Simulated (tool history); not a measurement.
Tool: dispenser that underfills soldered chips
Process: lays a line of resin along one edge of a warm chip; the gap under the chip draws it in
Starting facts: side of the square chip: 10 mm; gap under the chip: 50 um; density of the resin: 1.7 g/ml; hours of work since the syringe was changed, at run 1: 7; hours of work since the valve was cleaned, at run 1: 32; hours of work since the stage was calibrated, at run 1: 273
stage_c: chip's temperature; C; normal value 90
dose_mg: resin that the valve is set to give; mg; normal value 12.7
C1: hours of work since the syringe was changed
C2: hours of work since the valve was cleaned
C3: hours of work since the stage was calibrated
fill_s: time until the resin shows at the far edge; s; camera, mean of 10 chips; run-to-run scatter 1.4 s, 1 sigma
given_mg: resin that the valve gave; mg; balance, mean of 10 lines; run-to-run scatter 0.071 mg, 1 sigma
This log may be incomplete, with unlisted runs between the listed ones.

run 1 hour=0 | stage_c=90 dose_mg=12.7 | C1=7 C2=32 C3=273 | fill_s=258.4 given_mg=12.35
-- hour=4.2 new syringe of resin
run 2 hour=8.1 | stage_c=90 dose_mg=12.7 | C1=3 C2=38 C3=279 | fill_s=179.5 given_mg=12.28
run 3 hour=12.3 | stage_c=90 dose_mg=12.7 | C1=6 C2=41 C3=283 | fill_s=240.4 given_mg=12.26
run 4 hour=17.5 | stage_c=90 dose_mg=12.7 | C1=10 C2=45 C3=286 | fill_s=337.9 given_mg=12.22
-- hour=18.3 new syringe of resin
run 5 hour=22.8 | stage_c=90 dose_mg=11.5 | C1=3 C2=49 C3=290 | fill_s=188.7 given_mg=10.96
-- hour=32 new syringe of resin
run 6 hour=32 | stage_c=79 dose_mg=11.5 | C1=0 C2=56 C3=297 | fill_s=202.2 given_mg=10.91
run 7 hour=37.4 | stage_c=79 dose_mg=11.5 | C1=4 C2=60 C3=301 | fill_s=291.8 given_mg=10.91
-- hour=45.8 new syringe of resin
run 8 hour=45.9 | stage_c=93 dose_mg=14.7 | C1=0 C2=66 C3=307 | fill_s=127.2 given_mg=13.75
run 9 hour=53 | stage_c=93 dose_mg=14.7 | C1=5 C2=71 C3=313 | fill_s=202 given_mg=13.79
-- hour=59.5 new syringe of resin
run 10 hour=61.9 | stage_c=102 dose_mg=12.3 | C1=2 C2=78 C3=319 | fill_s=117.5 given_mg=11.42
run 11 hour=70.8 | stage_c=98 dose_mg=11.1 | C1=9 C2=85 C3=326 | fill_s=240.7 given_mg=10.2

3 options for the next run, each taken on its own from the tool as it stands now. Forecast them:
-- hour=73.2 new syringe of resin
run A hour=75.2 | stage_c=91 dose_mg=11.1 | C1=2 C2=88 C3=329 | fill_s=? given_mg=?
-- hour=73.2 new syringe of resin
run B hour=75.2 | stage_c=98 dose_mg=11.6 | C1=2 C2=88 C3=329 | fill_s=? given_mg=?
-- hour=73.2 new syringe of resin
run C hour=75.2 | stage_c=90 dose_mg=12.9 | C1=2 C2=88 C3=329 | fill_s=? given_mg=?

run=A fill_s=162.8 given_mg=10.22
run=B fill_s=131.8 given_mg=10.75
run=C fill_s=163.5 given_mg=11.79
With no hidden state in the tool, these same runs would have given:
run=A fill_s=134.4 given_mg=11.09
run=B fill_s=109.5 given_mg=11.66
run=C fill_s=136.8 given_mg=12.8
